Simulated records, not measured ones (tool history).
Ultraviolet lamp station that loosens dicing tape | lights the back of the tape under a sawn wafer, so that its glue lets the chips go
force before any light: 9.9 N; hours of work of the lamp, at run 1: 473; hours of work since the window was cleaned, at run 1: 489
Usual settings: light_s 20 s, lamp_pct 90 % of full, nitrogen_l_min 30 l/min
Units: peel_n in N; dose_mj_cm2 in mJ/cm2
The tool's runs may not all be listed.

run,hour,light_s,lamp_pct,nitrogen_l_min,hours of work of the lamp,hours of work since the window was cleaned,peel_n,dose_mj_cm2
1,0.0,20,90,30,473,489,0.825,357
2,12.6,20,90,30,483,499,0.855,357
3,18.8,20,90,30,488,504,0.868,360
4,31.9,20,90,30,498,514,0.866,365
5,39.0,20,90,30,504,519,0.843,358
6,47.8,20,90,30,510,526,0.846,361
7,59.1,20,90,30,519,535,0.827,361
8,65.5,20,90,30,524,540,0.839,361
9,75.0,20,66,30,532,547,1.615,265
10,83.3,20,80,30,538,554,1.105,319
11,95.5,20,80,30,548,563,1.113,323
12,106.9,20,80,30,556,572,1.098,323
13,120.7,20,80,30,567,583,1.066,323
14,132.2,20,90,30,576,592,0.852,361
# hour 136.5: window cleaned of glue's vapour
15,146.9,20,90,30,587,8,0.880,361
16,159.5,20,96,30,597,18,0.721,384
17,173.2,20,93,30,608,29,0.753,375
# hour 184.3: lamp changed
18,185.6,20,93,30,1,37,0.780,373
19,192.3,20,90,30,6,43,0.826,359
20,198.5,20,90,30,11,47,0.840,360
21,207.0,20,90,30,18,54,0.860,362
22,219.4,20,90,30,27,64,0.865,360
23,230.5,12,69,38,36,72,3.003,163
24,238.8,12,69,38,42,79,2.807,166
25,252.6,26,69,38,53,90,0.771,360
26,262.8,26,69,38,61,98,0.757,358
27,269.5,20,85,35,66,103,0.844,341
28,277.4,20,85,30,72,109,0.963,340
29,292.4,26,100,14,84,121,0.574,521
30,304.3,26,82,18,93,130,0.767,428
31,315.1,20,82,28,102,138,1.059,329
32,325.8,21,79,22,110,147,1.167,330
33,333.1,21,79,22,116,152,1.155,333
34,347.9,36,67,30,127,164,0.450,482
35,362.3,12,81,10,139,175,3.549,193
36,370.7,12,81,10,145,182,3.591,191
37,385.8,23,66,9,157,193,2.038,306
38,396.9,20,70,45,165,202,1.210,278
39,412.2,11,70,35,177,214,3.253,149
40,421.5,16,88,30,185,221,1.381,285
41,432.1,16,88,30,193,229,1.366,280

Hidden state at the last listed run before each entry between runs and at the first one after, where it differs:
Between runs 14 and 15: window cleaned of glue's vapour (hour 136.5)
  light that the window lets through, % of a clean one's: 99.9 -> 100
Between runs 17 and 18: lamp changed (hour 184.3)
  lamp's light, % of a new lamp's: 99.8 -> 100
